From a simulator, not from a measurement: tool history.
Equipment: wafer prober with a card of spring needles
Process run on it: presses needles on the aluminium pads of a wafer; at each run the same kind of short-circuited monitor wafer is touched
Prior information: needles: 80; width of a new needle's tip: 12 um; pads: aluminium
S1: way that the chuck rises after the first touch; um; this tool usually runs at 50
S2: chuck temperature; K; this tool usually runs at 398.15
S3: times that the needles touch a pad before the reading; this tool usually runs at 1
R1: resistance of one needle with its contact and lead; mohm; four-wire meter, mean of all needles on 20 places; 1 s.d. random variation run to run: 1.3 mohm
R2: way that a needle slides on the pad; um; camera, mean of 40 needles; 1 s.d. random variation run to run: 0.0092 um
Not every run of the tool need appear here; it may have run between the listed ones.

run	hour	S1	S2	S3	R1	R2
1	0	50	398.15	1	260	9.36
# hour 13.8: tips cleaned on abrasive film
2	26.2	50	398.15	1	264	9.374
# hour 33.5: tips cleaned on abrasive film
# hour 50.9: tips cleaned on abrasive film
3	62.1	50	398.15	1	264	9.332
# hour 68.6: tips cleaned on abrasive film
# hour 86: tips cleaned on abrasive film
4	92.6	50	398.15	1	258	9.327
# hour 104.6: tips cleaned on abrasive film
# hour 123.7: tips cleaned on abrasive film
5	130.5	50	301.15	1	239	9.3
# hour 140.7: tips cleaned on abrasive film
# hour 158.5: tips cleaned on abrasive film
6	174.8	50	301.15	1	244	9.293
# hour 177.1: tips cleaned on abrasive film
# hour 195.2: tips cleaned on abrasive film
7	204.7	50	398.15	2	261	9.259
# hour 215.6: tips cleaned on abrasive film
# hour 234.8: tips cleaned on abrasive film
8	240.5	50	398.15	2	259	9.264
# hour 254.6: tips cleaned on abrasive film
9	263.1	50	398.15	2	261	9.259
# hour 272.1: tips cleaned on abrasive film
# hour 277.9: height of the first contact set anew
# hour 289.1: tips cleaned on abrasive film
10	305.2	50	398.15	1	267	9.393
# hour 308.7: tips cleaned on abrasive film
# hour 327.3: tips cleaned on abrasive film
11	343.2	50	398.15	1	268	9.374
# hour 346.7: tips cleaned on abrasive film
# hour 364.1: tips cleaned on abrasive film
# hour 382.7: tips cleaned on abrasive film
12	387	50	398.15	1	263	9.354
# hour 399.8: tips cleaned on abrasive film
# hour 418: tips cleaned on abrasive film
13	419.1	50	398.15	1	255	9.34
# hour 436.6: tips cleaned on abrasive film
14	441.2	43	333.15	1	251	8.006
# hour 453.5: tips cleaned on abrasive film
# hour 471.4: tips cleaned on abrasive film
15	484.3	54	333.15	1	253	10.091
# hour 490.9: tips cleaned on abrasive film
16	506.6	39	352.15	2	258	7.256
# hour 510.4: tips cleaned on abrasive film
# hour 530.3: tips cleaned on abrasive film
17	537.1	37	352.15	1	257	6.845
# hour 548.8: tips cleaned on abrasive film
# hour 566.1: tips cleaned on abrasive film
18	566.1	31	352.15	2	251	5.702
# hour 583.5: tips cleaned on abrasive film
19	590	31	305.15	1	256	5.697
# hour 602: tips cleaned on abrasive film
20	610.3	59	398.15	1	261	10.962
# hour 620.4: tips cleaned on abrasive film
# hour 640.3: tips cleaned on abrasive film
# hour 646: height of the first contact set anew
21	646	63	382.15	1	252	11.851
# hour 657.7: tips cleaned on abrasive film
# hour 676.9: tips cleaned on abrasive film
22	691.2	44	319.15	1	256	8.256
# hour 694.6: tips cleaned on abrasive film
# hour 711.5: tips cleaned on abrasive film
23	712.2	44	319.15	1	239	8.24

Below are 5 alternative next runs, each starting from the tool's condition after run 23. Predict each:
# hour 729.8: tips cleaned on abrasive film
A	746.1	37	300.15	1	?	?
# hour 729.8: tips cleaned on abrasive film
B	746.1	50	369.15	1	?	?
# hour 729.8: tips cleaned on abrasive film
C	746.1	52	319.15	1	?	?
# hour 729.8: tips cleaned on abrasive film
D	746.1	50	381.15	2	?	?
# hour 729.8: tips cleaned on abrasive film
E	746.1	50	332.15	1	?	?

run	R1	R2
A	258	6.913
B	262	9.374
C	249	9.741
D	257	9.337
E	254	9.362
Without the tool's unlogged condition, the same runs would have read:
run	R1	R2
A	231	6.949
B	247	9.411
C	233	9.778
D	248	9.373
E	237	9.398

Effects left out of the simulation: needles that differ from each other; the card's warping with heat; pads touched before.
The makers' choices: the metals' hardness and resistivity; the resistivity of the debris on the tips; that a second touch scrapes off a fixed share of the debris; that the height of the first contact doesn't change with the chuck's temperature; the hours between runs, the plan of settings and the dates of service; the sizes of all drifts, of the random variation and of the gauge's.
